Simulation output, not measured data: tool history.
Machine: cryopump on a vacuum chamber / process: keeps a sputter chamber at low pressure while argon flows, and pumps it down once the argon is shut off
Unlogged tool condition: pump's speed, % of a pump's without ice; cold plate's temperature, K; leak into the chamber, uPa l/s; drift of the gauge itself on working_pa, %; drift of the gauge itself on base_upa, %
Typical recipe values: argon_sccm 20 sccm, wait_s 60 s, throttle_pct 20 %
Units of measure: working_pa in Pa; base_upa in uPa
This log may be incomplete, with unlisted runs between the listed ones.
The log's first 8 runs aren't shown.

run   hour  argon_sccm  wait_s  throttle_pct  hours of work since the pump was warmed up and emptied  hours of work since the cold head was overhauled  hours of work since the chamber's fittings were tightened  working_pa  base_upa
  9  169.5          20      60            23                                                     106                                               106                                                        757      0.0941      1.76
 10  191.4          20      60            20                                                     117                                               117                                                        769      0.1070      1.73
 11  209.4          20      60            27                                                     126                                               126                                                        778      0.0796      1.80
 12  235.4          20      60            27                                                     140                                               140                                                        791      0.0794      1.81
 13  256.5          23      60            20                                                     151                                               151                                                        802      0.1240      1.73
 14  281.6          23      60            20                                                     164                                               164                                                        815      0.1238      1.81
 15  300.2          23      60            20                                                     173                                               173                                                        825      0.1237      1.74
 16  331.9          23      60            20                                                     189                                               189                                                        841      0.1244      1.82
 17  355.8          23      60            20                                                     202                                               202                                                        853      0.1237      1.81
 18  371.7          27      60            20                                                     210                                               210                                                        862      0.1459      1.87
 19  395.0          30      34            39                                                     222                                               222                                                        874      0.0849      2.70
 20  424.6          18      60            20                                                     237                                               237                                                        889      0.0983      1.85
 21  445.4           9      60            16                                                     248                                               248                                                        899      0.0609      1.78
 22  470.7           9      60            16                                                     261                                               261                                                        913      0.0612      1.83
 23  501.0           9      60            16                                                     277                                               277                                                        928      0.0608      1.88

What will run 24 give?
 24  518.2          20     254            33                                                     285                                               285                                                        937           ?         ?

working_pa: 0.0664 Pa
base_upa: 0.93 uPa
Had the tool carried no hidden state, the very same run would have given working_pa 0.0642 Pa, base_upa 0.48 uPa.
